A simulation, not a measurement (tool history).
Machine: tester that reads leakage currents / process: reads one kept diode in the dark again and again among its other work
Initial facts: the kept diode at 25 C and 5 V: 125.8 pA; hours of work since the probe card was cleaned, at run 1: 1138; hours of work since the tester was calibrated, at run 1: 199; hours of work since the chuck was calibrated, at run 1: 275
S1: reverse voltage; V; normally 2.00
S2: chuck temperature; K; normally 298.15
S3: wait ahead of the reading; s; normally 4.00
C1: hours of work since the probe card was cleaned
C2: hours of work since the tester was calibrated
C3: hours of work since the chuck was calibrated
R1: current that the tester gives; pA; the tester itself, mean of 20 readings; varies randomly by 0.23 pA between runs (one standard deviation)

run	hour	S1	S2	S3	C1	C2	C3	R1
1	0.0	2.00	298.15	4.00	1138	199	275	73.60
2	21.9	2.00	313.15	4.00	1150	211	287	278.28
3	51.6	2.00	313.15	4.00	1166	227	303	277.57
4	71.5	2.00	313.15	4.00	1177	238	314	277.35
5	88.6	2.53	313.15	4.00	1186	247	323	315.96
6	114.0	2.53	313.15	4.00	1200	261	337	317.12
7	149.0	2.53	313.15	4.00	1219	280	356	314.40
8	165.6	2.00	302.15	4.00	1228	289	365	105.57
9	196.1	2.00	298.15	4.00	1244	305	381	72.29
10	224.9	2.00	298.15	4.00	1260	321	397	72.48
11	251.1	2.00	298.15	4.00	1274	335	411	72.67
12	279.0	2.00	298.15	4.00	1289	350	426	72.17
13	297.1	2.00	298.15	4.00	1299	360	436	71.98
14	319.9	2.00	298.15	4.00	1311	372	449	71.82
15	335.0	1.40	298.15	4.00	1319	381	457	58.27
16	356.1	1.40	298.15	4.00	1331	392	468	58.00
17	381.4	1.40	298.15	4.00	1344	406	482	58.35
18	414.6	2.00	322.15	4.00	1362	424	500	570.70
# hour 421.6: chuck's temperature calibrated
19	443.5	2.00	322.15	4.00	1377	438	12	614.70
20	472.7	11.84	300.15	7.63	1393	454	28	264.70
21	492.2	8.14	300.15	2.78	1403	465	38	212.54
22	513.8	8.14	300.15	2.78	1415	476	50	212.64
23	543.7	8.14	302.15	2.78	1431	492	66	252.63
24	569.0	8.14	302.15	2.78	1445	506	80	252.17
25	603.3	8.14	302.15	2.78	1464	525	98	252.20
26	622.6	8.14	302.15	2.78	1474	535	109	250.54
27	644.6	8.14	302.15	2.78	1486	547	121	250.67
28	669.6	1.86	300.15	4.00	1499	561	134	87.42
29	694.9	1.86	300.15	4.00	1513	574	148	87.71
30	726.2	1.86	300.15	4.00	1530	591	165	87.20
31	750.7	1.47	298.15	4.00	1543	605	178	63.67
32	779.7	9.15	297.15	4.00	1559	620	194	173.00
33	798.5	5.70	297.15	1.00	1569	630	204	131.57
# hour 809.6: probe card cleaned and baked
34	836.2	5.70	297.15	1.00	14	649	223	120.15
35	860.2	5.70	297.15	1.00	27	662	236	120.28

Below are 3 alternative next runs, each starting from the tool's condition after run 35. Predict each:
A	878.2	5.70	297.15	2.21	37	672	246	?
B	878.2	15.89	306.15	6.28	37	672	246	?
C	878.2	14.61	307.15	4.00	37	672	246	?

run	R1
A	118.52
B	490.91
C	508.94
The same runs, with their run-to-run variation unchanged, on a tool lacking any hidden condition would have given:
run	R1
A	124.03
B	512.83
C	531.59

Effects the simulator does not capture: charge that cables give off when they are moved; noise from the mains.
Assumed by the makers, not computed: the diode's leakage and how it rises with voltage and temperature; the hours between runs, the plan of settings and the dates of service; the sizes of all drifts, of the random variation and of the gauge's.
